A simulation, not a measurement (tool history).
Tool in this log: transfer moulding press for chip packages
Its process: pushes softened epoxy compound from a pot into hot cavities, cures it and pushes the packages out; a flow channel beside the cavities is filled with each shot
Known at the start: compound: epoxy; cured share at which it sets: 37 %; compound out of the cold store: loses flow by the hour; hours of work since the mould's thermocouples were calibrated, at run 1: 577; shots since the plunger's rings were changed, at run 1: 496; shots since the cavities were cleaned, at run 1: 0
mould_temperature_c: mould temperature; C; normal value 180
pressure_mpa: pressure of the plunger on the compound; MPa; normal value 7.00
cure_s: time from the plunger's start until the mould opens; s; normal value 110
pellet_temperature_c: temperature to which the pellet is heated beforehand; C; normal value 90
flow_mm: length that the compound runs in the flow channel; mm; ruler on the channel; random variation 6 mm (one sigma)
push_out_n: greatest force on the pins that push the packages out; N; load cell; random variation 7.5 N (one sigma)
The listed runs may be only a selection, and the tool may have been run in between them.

| run | hour | mould_temperature_c | pressure_mpa | cure_s | pellet_temperature_c | hours of work since the mould's thermocouples were calibrated | shots since the plunger's rings were changed | shots since the cavities were cleaned | incoming compound's hours out of the cold store | flow_mm | push_out_n |
|---|---|---|---|---|---|---|---|---|---|---|---|
| 1 | 0.0 | 180 | 7.00 | 110 | 90 | 577 | 496 | 0 | 43.7 | 606 | 290 |
| 2 | 48.4 | 180 | 7.00 | 110 | 90 | 614 | 1055 | 559 | 27.5 | 644 | 299 |
|  | 61.9 | cavities cleaned with cleaning compound and waxed |
| 3 | 80.3 | 180 | 7.00 | 110 | 90 | 636 | 1406 | 213 | 8.0 | 694 | 309 |
| 4 | 115.4 | 180 | 7.00 | 110 | 90 | 663 | 1812 | 619 | 42.0 | 618 | 298 |
|  | 124.2 | cavities cleaned with cleaning compound and waxed |
| 5 | 154.6 | 180 | 7.00 | 110 | 90 | 691 | 2248 | 351 | 21.9 | 657 | 307 |
|  | 187.9 | cavities cleaned with cleaning compound and waxed |
| 6 | 202.2 | 180 | 7.00 | 110 | 90 | 725 | 2780 | 165 | 44.7 | 608 | 297 |
|  | 250.5 | cavities cleaned with cleaning compound and waxed |
| 7 | 252.7 | 180 | 7.00 | 110 | 90 | 762 | 3346 | 25 | 40.7 | 616 | 290 |
| 8 | 300.1 | 180 | 8.31 | 110 | 90 | 798 | 3894 | 573 | 11.9 | 741 | 319 |
|  | 314.1 | cavities cleaned with cleaning compound and waxed |
|  | 341.8 | plunger's sealing rings changed |
| 9 | 351.6 | 187 | 8.31 | 145 | 98 | 833 | 113 | 404 | 14.9 | 704 | 241 |
|  | 378.6 | cavities cleaned with cleaning compound and waxed |
| 10 | 385.8 | 187 | 8.31 | 145 | 98 | 858 | 491 | 83 | 20.9 | 685 | 231 |
|  | 417.8 | mould's thermocouples calibrated |
| 11 | 419.0 | 186 | 7.00 | 110 | 90 | 1 | 852 | 444 | 40.2 | 598 | 244 |
|  | 443.9 | cavities cleaned with cleaning compound and waxed |
| 12 | 453.5 | 177 | 7.00 | 91 | 91 | 26 | 1233 | 110 | 11.2 | 703 | 571 |
| 13 | 502.3 | 177 | 7.00 | 91 | 91 | 62 | 1797 | 674 | 31.2 | 652 | 536 |
|  | 506.3 | cavities cleaned with cleaning compound and waxed |
| 14 | 527.0 | 177 | 7.61 | 115 | 91 | 80 | 2065 | 239 | 38.5 | 659 | 327 |
|  | 567.5 | cavities cleaned with cleaning compound and waxed |
| 15 | 574.0 | 177 | 8.27 | 131 | 91 | 114 | 2590 | 74 | 12.0 | 741 | 285 |
| 16 | 604.2 | 180 | 6.03 | 91 | 81 | 136 | 2939 | 423 | 29.0 | 603 | 462 |

Below are 5 alternative next runs, each starting from the tool's condition after run 16. Predict each:
|  | 627.8 | cavities cleaned with cleaning compound and waxed |
| A | 636.4 | 181 | 6.03 | 121 | 90 | 159 | 3295 | 99 | 8.0 | ? | ? |
|  | 627.8 | cavities cleaned with cleaning compound and waxed |
| B | 636.4 | 187 | 6.03 | 114 | 81 | 159 | 3295 | 99 | 31.1 | ? | ? |
|  | 627.8 | cavities cleaned with cleaning compound and waxed |
| C | 636.4 | 180 | 7.94 | 99 | 90 | 159 | 3295 | 99 | 32.9 | ? | ? |
|  | 627.8 | cavities cleaned with cleaning compound and waxed |
| D | 636.4 | 180 | 5.80 | 150 | 93 | 159 | 3295 | 99 | 25.0 | ? | ? |
|  | 627.8 | cavities cleaned with cleaning compound and waxed |
| E | 636.4 | 180 | 5.89 | 91 | 87 | 159 | 3295 | 99 | 33.8 | ? | ? |

| run | flow_mm | push_out_n |
|---|---|---|
| A | 632 | 260 |
| B | 571 | 234 |
| C | 679 | 346 |
| D | 586 | 236 |
| E | 585 | 422 |
Stripped of hidden state, with their random variation kept, the same runs would have yielded:
| run | flow_mm | push_out_n |
|---|---|---|
| A | 633 | 259 |
| B | 572 | 233 |
| C | 681 | 345 |
| D | 588 | 235 |
| E | 586 | 421 |

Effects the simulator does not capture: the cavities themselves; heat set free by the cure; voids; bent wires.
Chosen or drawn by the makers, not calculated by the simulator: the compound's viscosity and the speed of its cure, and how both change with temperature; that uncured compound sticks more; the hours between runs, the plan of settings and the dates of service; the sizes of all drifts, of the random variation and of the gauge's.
